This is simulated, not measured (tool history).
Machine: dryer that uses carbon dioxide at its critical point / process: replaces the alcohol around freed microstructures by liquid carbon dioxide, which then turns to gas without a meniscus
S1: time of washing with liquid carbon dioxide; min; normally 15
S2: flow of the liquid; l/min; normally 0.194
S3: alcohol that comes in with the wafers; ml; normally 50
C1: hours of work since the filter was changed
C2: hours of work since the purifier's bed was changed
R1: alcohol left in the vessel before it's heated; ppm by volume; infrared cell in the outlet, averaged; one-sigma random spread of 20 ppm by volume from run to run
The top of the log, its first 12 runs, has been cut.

| run | hour | S1 | S2 | S3 | C1 | C2 | R1 |
|---|---|---|---|---|---|---|---|
| 13 | 537.6 | 9 | 0.194 | 50 | 45 | 303 | 7913 |
| 14 | 599.7 | 15 | 0.194 | 50 | 86 | 344 | 1611 |
| 15 | 651.4 | 15 | 0.194 | 25 | 119 | 378 | 890 |
| 16 | 681.5 | 11 | 0.194 | 50 | 139 | 397 | 5027 |
|  | 710.4 | inlet filter changed |
| 17 | 735.9 | 15 | 0.194 | 44 | 17 | 432 | 1319 |
| 18 | 797.3 | 20 | 0.132 | 44 | 57 | 472 | 1953 |
| 19 | 850 | 15 | 0.29 | 33 | 91 | 507 | 241 |
| 20 | 888.1 | 15 | 0.29 | 33 | 116 | 531 | 251 |
|  | 951.5 | inlet filter changed |
| 21 | 951.5 | 15 | 0.194 | 65 | 0 | 572 | 1806 |
| 22 | 1001 | 10 | 0.184 | 32 | 32 | 605 | 4498 |
| 23 | 1055 | 10 | 0.285 | 32 | 68 | 640 | 1162 |
| 24 | 1117 | 10 | 0.285 | 32 | 108 | 680 | 1259 |
| 25 | 1152.5 | 10 | 0.285 | 32 | 131 | 703 | 1267 |
|  | 1192.7 | inlet filter changed |
| 26 | 1192.7 | 10 | 0.285 | 32 | 0 | 729 | 1052 |
| 27 | 1240.7 | 10 | 0.288 | 42 | 31 | 760 | 1376 |
| 28 | 1268.8 | 10 | 0.288 | 42 | 50 | 779 | 1422 |
| 29 | 1295.5 | 18 | 0.288 | 56 | 67 | 796 | 212 |
|  | 1305.3 | purifier's bed changed |
| 30 | 1326.2 | 18 | 0.231 | 103 | 85 | 14 | 549 |
| 31 | 1373.2 | 13 | 0.231 | 24 | 116 | 44 | 697 |
| 32 | 1426 | 9 | 0.293 | 42 | 150 | 79 | 2173 |

4 options for the next run, each taken on its own from the tool as it stands now. Forecast them:
|  | 1439.3 | inlet filter changed |
| A | 1453 | 10 | 0.146 | 50 | 9 | 96 | ? |
|  | 1439.3 | inlet filter changed |
| B | 1453 | 15 | 0.244 | 30 | 9 | 96 | ? |
|  | 1439.3 | inlet filter changed |
| C | 1453 | 9 | 0.197 | 42 | 9 | 96 | ? |
|  | 1439.3 | inlet filter changed |
| D | 1453 | 9 | 0.293 | 23 | 9 | 96 | ? |

| run | R1 |
|---|---|
| A | 11361 |
| B | 280 |
| C | 6063 |
| D | 976 |
Without the tool's hidden state the same runs would have given:
| run | R1 |
|---|---|
| A | 11184 |
| B | 254 |
| C | 5942 |
| D | 934 |
